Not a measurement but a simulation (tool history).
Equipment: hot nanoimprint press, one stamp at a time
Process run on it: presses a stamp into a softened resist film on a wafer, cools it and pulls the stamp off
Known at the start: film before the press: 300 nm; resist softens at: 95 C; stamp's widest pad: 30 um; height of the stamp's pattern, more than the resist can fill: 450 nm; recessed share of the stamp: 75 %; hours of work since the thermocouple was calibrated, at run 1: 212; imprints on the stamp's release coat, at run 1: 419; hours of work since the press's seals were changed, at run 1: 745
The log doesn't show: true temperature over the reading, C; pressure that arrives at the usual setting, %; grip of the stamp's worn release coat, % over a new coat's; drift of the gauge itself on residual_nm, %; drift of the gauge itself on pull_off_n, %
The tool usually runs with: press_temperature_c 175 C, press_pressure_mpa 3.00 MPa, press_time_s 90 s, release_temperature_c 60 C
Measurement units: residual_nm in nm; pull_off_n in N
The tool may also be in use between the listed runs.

run	hour	press_temperature_c	press_pressure_mpa	press_time_s	release_temperature_c	hours of work since the thermocouple was calibrated	imprints on the stamp's release coat	hours of work since the press's seals were changed	residual_nm	pull_off_n
1	0.0	175	3.00	90	60	212	419	745	141.7	139
2	39.3	175	3.00	90	60	239	632	772	144.5	149
3	77.7	175	3.00	90	60	266	840	798	142.9	156
4	142.5	175	3.00	90	60	310	1190	842	141.1	176
5	187.5	175	3.00	90	66	341	1434	873	140.1	156
# hour 239.4: stamp cleaned and given a new release coat
6	239.4	175	3.00	90	66	372	0	905	139.3	101
7	282.4	175	4.05	90	66	401	233	934	123.1	106
8	310.2	175	4.72	90	66	420	384	953	115.5	108
# hour 348.7: press's hydraulic seals changed and the load cell set to zero
9	357.4	175	3.00	90	60	447	596	6	133.8	148
10	408.4	175	3.00	90	60	482	872	41	132.4	153
# hour 420.5: plate thermocouple calibrated
11	448.2	175	3.00	90	60	19	1071	66	129.1	156
12	485.0	175	3.00	90	60	44	1270	91	128.1	167
13	516.5	175	3.00	90	60	66	1441	113	126.7	173
# hour 568.2: stamp cleaned and given a new release coat
14	576.0	175	3.00	90	60	102	42	149	125.1	114
15	616.4	175	3.00	90	60	130	261	177	124.9	126

For run 16, what comes out?
16	654.7	169	3.00	59	60	156	468	203	?	?

For run 16 the tool returned residual_nm 179.4 nm, pull_off_n 132 N.
Take away the tool's hidden state, keep the run-to-run variation as it was, and the same run would have given residual_nm 204.5 nm, pull_off_n 128 N.
